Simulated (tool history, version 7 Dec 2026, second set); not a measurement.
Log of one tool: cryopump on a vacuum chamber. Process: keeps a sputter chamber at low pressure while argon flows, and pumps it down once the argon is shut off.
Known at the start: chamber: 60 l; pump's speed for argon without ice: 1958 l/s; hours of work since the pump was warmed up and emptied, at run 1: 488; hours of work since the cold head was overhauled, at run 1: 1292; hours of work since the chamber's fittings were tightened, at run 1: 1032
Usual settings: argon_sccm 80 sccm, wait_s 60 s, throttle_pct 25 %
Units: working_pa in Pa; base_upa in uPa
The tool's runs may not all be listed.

run   hour  argon_sccm  wait_s  throttle_pct  hours of work since the pump was warmed up and emptied  hours of work since the cold head was overhauled  hours of work since the chamber's fittings were tightened  working_pa  base_upa
  1    0.0          80      60            25                                                     488                                              1292                                                       1032      0.2841      1.98
  2   31.5          80      60            25                                                     516                                              1320                                                       1060      0.2839      2.00
  3   52.6         138      60            25                                                     534                                              1339                                                       1078      0.4927      2.06
  4   94.6         138      60            25                                                     571                                              1376                                                       1115      0.4912      2.13
  5  116.3          80      60            25                                                     590                                              1395                                                       1134      0.2832      2.12
  6  159.7          80      60            25                                                     629                                              1433                                                       1172      0.2853      2.11
  7  202.9          33      60            25                                                     667                                              1471                                                       1210      0.1173      2.20
  8  233.7          80      60            56                                                     694                                              1498                                                       1237      0.1339      2.18
  9  278.8          80      60            56                                                     733                                              1538                                                       1277      0.1351      2.26
 10  314.1          39      60            28                                                     764                                              1569                                                       1308      0.1254      2.38
 11  345.6          80      47            49                                                     792                                              1596                                                       1336      0.1547      2.59
     357.3  -- pump warmed up, emptied and cooled again
 12  374.0          80      60            25                                                      15                                              1617                                                       1356      0.2778      2.21
 13  415.0          80      60            21                                                      51                                              1653                                                       1392      0.3320      2.22
 14  446.0          99      22            45                                                      78                                              1680                                                       1420      0.1910      3.82
 15  491.0          99      22            45                                                     118                                              1720                                                       1459      0.1933      3.83
 16  523.9          34      60            54                                                     146                                              1749                                                       1488      0.0556      2.38
 17  548.6          54      60            25                                                     168                                              1770                                                       1510      0.1875      2.30
 18  579.6          54      60            25                                                     195                                              1798                                                       1537      0.1892      2.34

Some steps in working_pa between neighbouring runs. How much of each would the tool show without its hidden state too (settings, what came in, random variation), and how much is left for the hidden state, with any gauge scatter that isn't in both results?
The hidden state here: pump's speed, % of a pump's without ice; cold plate's temperature, K; leak into the chamber, uPa l/s; drift of the gauge itself on working_pa, %; drift of the gauge itself on base_upa, %.
Run 2 -> 3: argon_sccm 80 -> 138. working_pa +0.2088 Pa: hidden state +0.0064, all else +0.2024.
Run 11 -> 12: wait_s 47 -> 60, throttle_pct 49 -> 25, pump warmed up, emptied and cooled again. working_pa +0.1231 Pa: hidden state -0.0109, all else +0.1340.
